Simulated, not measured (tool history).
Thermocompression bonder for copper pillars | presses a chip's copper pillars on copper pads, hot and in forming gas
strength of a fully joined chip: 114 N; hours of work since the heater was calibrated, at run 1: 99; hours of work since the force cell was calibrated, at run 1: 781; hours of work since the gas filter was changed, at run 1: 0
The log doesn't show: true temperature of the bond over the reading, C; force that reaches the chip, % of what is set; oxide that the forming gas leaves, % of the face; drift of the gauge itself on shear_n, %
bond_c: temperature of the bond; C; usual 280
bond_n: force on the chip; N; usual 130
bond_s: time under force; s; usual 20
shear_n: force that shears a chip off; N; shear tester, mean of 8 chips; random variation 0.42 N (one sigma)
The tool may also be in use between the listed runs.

run,hour,bond_c,bond_n,bond_s,hours of work since the heater was calibrated,hours of work since the force cell was calibrated,hours of work since the gas filter was changed,shear_n
1,0,280,130,20,99,781,0,78.5
2,29.7,280,130,20,113,795,15,78.4
3,58.9,280,130,20,127,810,29,78.5
4,78.3,280,130,20,137,819,38,78.2
5,111.4,280,156,20,152,835,54,85.4
6,136.3,280,117,20,164,847,66,73.1
7,168.4,280,130,20,180,862,81,78
8,197.2,280,130,29,194,876,95,85.9
9,229.9,280,130,29,210,892,111,85.6
10,255.1,280,130,29,222,904,123,86.1
11,273.7,280,130,29,231,913,132,85.1
12,302.9,280,130,29,245,927,146,85.6
13,332.1,280,130,29,259,941,160,87.3
# hour 338.8: force cell calibrated
14,357.8,280,130,29,271,9,172,86.6
15,385.5,280,130,29,284,23,185,86.3
16,422.2,280,130,29,302,40,203,86.6
17,450.5,280,100,18,315,54,217,64.9
18,478.3,280,95,24,329,67,230,68.6
19,500.2,262,121,15,339,78,241,60
20,518.5,302,95,20,348,87,249,77.1
21,543.5,302,95,20,360,99,262,76.9
22,564,293,132,42,370,109,271,99.7
# hour 572.6: forming gas filter changed
23,590.8,288,172,24,383,121,9,98
24,616.6,288,172,24,395,134,21,97.7
25,644.6,288,172,24,409,147,35,98.1
26,677.9,280,111,18,425,163,51,70.6
27,709.7,280,111,18,440,179,66,70.5
28,739.8,282,103,11,455,193,81,58.6
29,770.5,307,87,12,469,208,95,65.1
30,808.4,253,118,14,488,226,114,53.4

Hidden state or all else? Some run-to-run changes of shear_n, split into what the settings, what came in and random variation would give without the hidden state, and what is left for the hidden state (with any gauge scatter that isn't in both results):
Run 13 -> 14: force cell calibrated. shear_n -0.7 N: hidden state +0.2, all else -0.9.
Run 16 -> 17: bond_n 130 -> 100, bond_s 29 -> 18. shear_n -21.7 N: hidden state -0.2, all else -21.5.
Run 21 -> 22: bond_c 302 -> 293, bond_n 95 -> 132, bond_s 20 -> 42. shear_n +22.8 N: hidden state +0.3, all else +22.5.
Run 25 -> 26: bond_c 288 -> 280, bond_n 172 -> 111, bond_s 24 -> 18. shear_n -27.5 N: hidden state -0.4, all else -27.1.
